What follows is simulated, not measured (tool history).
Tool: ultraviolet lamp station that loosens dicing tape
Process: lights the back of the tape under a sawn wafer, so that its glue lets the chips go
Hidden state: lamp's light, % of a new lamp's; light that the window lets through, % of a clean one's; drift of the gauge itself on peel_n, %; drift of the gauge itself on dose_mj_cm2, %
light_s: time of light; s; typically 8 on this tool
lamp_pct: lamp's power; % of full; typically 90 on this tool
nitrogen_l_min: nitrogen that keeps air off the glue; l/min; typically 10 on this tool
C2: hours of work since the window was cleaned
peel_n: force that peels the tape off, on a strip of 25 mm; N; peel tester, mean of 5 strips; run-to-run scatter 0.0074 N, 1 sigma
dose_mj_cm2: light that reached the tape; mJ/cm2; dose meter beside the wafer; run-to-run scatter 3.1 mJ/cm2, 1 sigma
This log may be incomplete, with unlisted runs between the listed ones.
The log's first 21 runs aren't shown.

{"run": 22, "hour": 1138.7, "light_s": 9, "lamp_pct": 75, "nitrogen_l_min": 10, "hours of work of the lamp": 344, "C2": 409, "peel_n": 0.468, "dose_mj_cm2": 341}
{"run": 23, "hour": 1184.7, "light_s": 12, "lamp_pct": 75, "nitrogen_l_min": 10, "hours of work of the lamp": 377, "C2": 442, "peel_n": 0.288, "dose_mj_cm2": 448}
{"run": 24, "hour": 1222.4, "light_s": 12, "lamp_pct": 75, "nitrogen_l_min": 10, "hours of work of the lamp": 404, "C2": 469, "peel_n": 0.299, "dose_mj_cm2": 435}
{"run": 25, "hour": 1281.2, "light_s": 8, "lamp_pct": 65, "nitrogen_l_min": 8, "hours of work of the lamp": 446, "C2": 511, "peel_n": 0.997, "dose_mj_cm2": 247}
{"hour": 1287.1, "done": "window cleaned of glue's vapour"}
{"run": 26, "hour": 1331.4, "light_s": 13, "lamp_pct": 100, "nitrogen_l_min": 3, "hours of work of the lamp": 482, "C2": 32, "peel_n": 0.291, "dose_mj_cm2": 708}
{"run": 27, "hour": 1373.4, "light_s": 8, "lamp_pct": 66, "nitrogen_l_min": 8, "hours of work of the lamp": 512, "C2": 62, "peel_n": 0.77, "dose_mj_cm2": 284}
{"run": 28, "hour": 1422.3, "light_s": 8, "lamp_pct": 66, "nitrogen_l_min": 8, "hours of work of the lamp": 547, "C2": 97, "peel_n": 0.799, "dose_mj_cm2": 273}
{"run": 29, "hour": 1454.8, "light_s": 10, "lamp_pct": 96, "nitrogen_l_min": 10, "hours of work of the lamp": 570, "C2": 120, "peel_n": 0.257, "dose_mj_cm2": 491}
{"run": 30, "hour": 1488.4, "light_s": 8, "lamp_pct": 81, "nitrogen_l_min": 10, "hours of work of the lamp": 594, "C2": 144, "peel_n": 0.517, "dose_mj_cm2": 328}
{"run": 31, "hour": 1542.2, "light_s": 8, "lamp_pct": 81, "nitrogen_l_min": 10, "hours of work of the lamp": 633, "C2": 182, "peel_n": 0.527, "dose_mj_cm2": 317}
{"run": 32, "hour": 1578.9, "light_s": 7, "lamp_pct": 79, "nitrogen_l_min": 16, "hours of work of the lamp": 659, "C2": 209, "peel_n": 0.556, "dose_mj_cm2": 267}
{"run": 33, "hour": 1639.9, "light_s": 7, "lamp_pct": 79, "nitrogen_l_min": 16, "hours of work of the lamp": 702, "C2": 252, "peel_n": 0.587, "dose_mj_cm2": 258}
{"run": 34, "hour": 1701.0, "light_s": 10, "lamp_pct": 84, "nitrogen_l_min": 8, "hours of work of the lamp": 746, "C2": 296, "peel_n": 0.453, "dose_mj_cm2": 381}
{"run": 35, "hour": 1753.0, "light_s": 10, "lamp_pct": 84, "nitrogen_l_min": 8, "hours of work of the lamp": 783, "C2": 333, "peel_n": 0.451, "dose_mj_cm2": 373}
{"run": 36, "hour": 1814.1, "light_s": 8, "lamp_pct": 83, "nitrogen_l_min": 6, "hours of work of the lamp": 827, "C2": 377, "peel_n": 0.92, "dose_mj_cm2": 280}
{"run": 37, "hour": 1848.0, "light_s": 12, "lamp_pct": 77, "nitrogen_l_min": 13, "hours of work of the lamp": 851, "C2": 401, "peel_n": 0.329, "dose_mj_cm2": 381}
{"run": 38, "hour": 1887.1, "light_s": 12, "lamp_pct": 77, "nitrogen_l_min": 13, "hours of work of the lamp": 879, "C2": 429, "peel_n": 0.328, "dose_mj_cm2": 377}
{"run": 39, "hour": 1955.5, "light_s": 12, "lamp_pct": 77, "nitrogen_l_min": 13, "hours of work of the lamp": 928, "C2": 478, "peel_n": 0.36, "dose_mj_cm2": 361}
{"hour": 2004.0, "done": "window cleaned of glue's vapour"}
{"run": 40, "hour": 2004.1, "light_s": 13, "lamp_pct": 83, "nitrogen_l_min": 13, "hours of work of the lamp": 962, "C2": 0, "peel_n": 0.247, "dose_mj_cm2": 486}
{"run": 41, "hour": 2038.7, "light_s": 11, "lamp_pct": 82, "nitrogen_l_min": 10, "hours of work of the lamp": 987, "C2": 25, "peel_n": 0.358, "dose_mj_cm2": 392}
{"run": 42, "hour": 2091.9, "light_s": 11, "lamp_pct": 71, "nitrogen_l_min": 18, "hours of work of the lamp": 1025, "C2": 63, "peel_n": 0.36, "dose_mj_cm2": 328}
{"run": 43, "hour": 2125.4, "light_s": 11, "lamp_pct": 71, "nitrogen_l_min": 18, "hours of work of the lamp": 1049, "C2": 87, "peel_n": 0.361, "dose_mj_cm2": 324}

What if the next run were any one of these 3? Each begins from the tool's condition after run 43:
{"hour": 2149.0, "done": "lamp changed"}
{"run": "A", "hour": 2180.2, "light_s": 11, "lamp_pct": 71, "nitrogen_l_min": 5, "hours of work of the lamp": 22, "C2": 125, "peel_n": "?", "dose_mj_cm2": "?"}
{"hour": 2149.0, "done": "lamp changed"}
{"run": "B", "hour": 2180.2, "light_s": 11, "lamp_pct": 91, "nitrogen_l_min": 17, "hours of work of the lamp": 22, "C2": 125, "peel_n": "?", "dose_mj_cm2": "?"}
{"hour": 2149.0, "done": "lamp changed"}
{"run": "C", "hour": 2180.2, "light_s": 11, "lamp_pct": 91, "nitrogen_l_min": 4, "hours of work of the lamp": 22, "C2": 125, "peel_n": "?", "dose_mj_cm2": "?"}

run=A peel_n=0.398 dose_mj_cm2=479
run=B peel_n=0.191 dose_mj_cm2=615
run=C peel_n=0.289 dose_mj_cm2=613
With the hidden condition removed and each run's random variation left untouched, the same runs would have given:
run=A peel_n=0.358 dose_mj_cm2=510
run=B peel_n=0.188 dose_mj_cm2=654
run=C peel_n=0.265 dose_mj_cm2=652
